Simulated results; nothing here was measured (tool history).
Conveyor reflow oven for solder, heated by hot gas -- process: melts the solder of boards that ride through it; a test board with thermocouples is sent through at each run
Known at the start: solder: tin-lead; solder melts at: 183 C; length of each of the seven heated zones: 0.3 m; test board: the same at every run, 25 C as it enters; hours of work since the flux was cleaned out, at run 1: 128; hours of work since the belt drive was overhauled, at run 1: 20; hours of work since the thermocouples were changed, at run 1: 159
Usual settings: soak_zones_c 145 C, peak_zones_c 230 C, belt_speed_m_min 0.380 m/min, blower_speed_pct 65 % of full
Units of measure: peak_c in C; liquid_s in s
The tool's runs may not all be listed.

| run | day | soak_zones_c | peak_zones_c | belt_speed_m_min | blower_speed_pct | hours of work since the flux was cleaned out | hours of work since the belt drive was overhauled | hours of work since the thermocouples were changed | peak_c | liquid_s |
|---|---|---|---|---|---|---|---|---|---|---|
| 1 | 0.000 | 145 | 230 | 0.380 | 65 | 128 | 20 | 159 | 216.5 | 74.0 |
| 2 | 0.333 | 145 | 230 | 0.380 | 65 | 132 | 24 | 162 | 216.5 | 74.4 |
| 3 | 0.562 | 145 | 230 | 0.380 | 79 | 134 | 26 | 165 | 218.6 | 76.3 |
| 4 | 0.829 | 145 | 230 | 0.380 | 79 | 137 | 29 | 168 | 218.6 | 76.8 |
| 5 | 1.100 | 146 | 230 | 0.380 | 65 | 140 | 32 | 171 | 216.7 | 74.7 |
| 6 | 1.350 | 146 | 230 | 0.380 | 65 | 143 | 35 | 173 | 216.6 | 75.0 |
| 7 | 1.600 | 146 | 230 | 0.380 | 65 | 146 | 38 | 176 | 216.6 | 74.7 |
| 8 | 1.921 | 156 | 230 | 0.380 | 65 | 149 | 41 | 180 | 218.3 | 81.7 |
| 9 | 2.292 | 156 | 230 | 0.380 | 65 | 153 | 45 | 184 | 218.3 | 81.2 |
| 10 | 2.596 | 156 | 230 | 0.380 | 65 | 157 | 48 | 187 | 218.3 | 82.0 |
| 11 | 2.783 | 156 | 223 | 0.380 | 65 | 159 | 51 | 189 | 212.2 | 76.6 |
| 12 | 3.054 | 156 | 223 | 0.355 | 65 | 162 | 53 | 192 | 213.6 | 83.9 |
| 13 | 3.242 | 156 | 223 | 0.355 | 65 | 164 | 56 | 194 | 213.6 | 84.0 |
| 14 | 3.462 | 156 | 223 | 0.355 | 65 | 166 | 58 | 196 | 213.6 | 83.8 |
| 15 | 3.771 | 156 | 223 | 0.355 | 65 | 169 | 61 | 200 | 213.6 | 84.1 |
| 16 | 3.938 | 145 | 230 | 0.378 | 65 | 171 | 63 | 202 | 216.6 | 74.4 |
| 17 | 4.342 | 145 | 230 | 0.417 | 65 | 176 | 68 | 206 | 213.8 | 64.3 |
| 18 | 4.579 | 145 | 230 | 0.417 | 65 | 178 | 70 | 209 | 213.6 | 64.1 |
| 19 | 4.875 | 145 | 238 | 0.417 | 68 | 181 | 73 | 212 | 221.2 | 71.2 |
| 20 | 5.104 | 145 | 238 | 0.417 | 68 | 184 | 76 | 214 | 221.2 | 70.6 |
| 21 | 5.471 | 145 | 238 | 0.300 | 68 | 188 | 80 | 218 | 229.9 | 108.2 |
| 22 | 5.858 | 145 | 227 | 0.380 | 65 | 192 | 84 | 223 | 213.8 | 71.9 |
| 23 | 6.162 | 145 | 234 | 0.380 | 65 | 196 | 88 | 226 | 220.1 | 77.5 |
| 24 | 6.529 | 145 | 225 | 0.437 | 77 | 200 | 92 | 230 | 210.3 | 58.2 |
| 25 | 6.925 | 145 | 225 | 0.437 | 77 | 204 | 96 | 234 | 210.0 | 58.2 |
| 26 | 7.317 | 145 | 225 | 0.437 | 77 | 208 | 100 | 239 | 210.1 | 58.1 |
| 27 | 7.504 | 156 | 239 | 0.437 | 77 | 210 | 102 | 241 | 224.4 | 74.7 |
| 28 | 7.842 | 154 | 240 | 0.368 | 69 | 214 | 106 | 244 | 228.3 | 91.2 |
| 29 | 8.088 | 131 | 227 | 0.380 | 65 | 217 | 109 | 247 | 211.5 | 63.1 |
| 30 | 8.417 | 145 | 230 | 0.344 | 83 | 220 | 112 | 251 | 221.3 | 88.5 |
| 31 | 8.758 | 145 | 238 | 0.344 | 83 | 224 | 116 | 254 | 228.8 | 93.0 |

Predict each of these 4 candidate next runs independently; none follows another, all start after run 31:
| A | 9.046 | 145 | 232 | 0.380 | 65 | 227 | 119 | 258 | ? | ? |
| B | 9.046 | 145 | 232 | 0.344 | 83 | 227 | 119 | 258 | ? | ? |
| C | 9.046 | 151 | 238 | 0.365 | 83 | 227 | 119 | 258 | ? | ? |
| D | 9.046 | 145 | 242 | 0.415 | 65 | 227 | 119 | 258 | ? | ? |

| run | peak_c | liquid_s |
|---|---|---|
| A | 218.3 | 75.8 |
| B | 223.1 | 89.7 |
| C | 227.8 | 90.2 |
| D | 224.3 | 73.3 |
With the hidden condition removed and each run's random variation left untouched, the same runs would have given:
| run | peak_c | liquid_s |
|---|---|---|
| A | 218.9 | 76.3 |
| B | 223.6 | 90.1 |
| C | 228.3 | 90.4 |
| D | 225.0 | 73.7 |
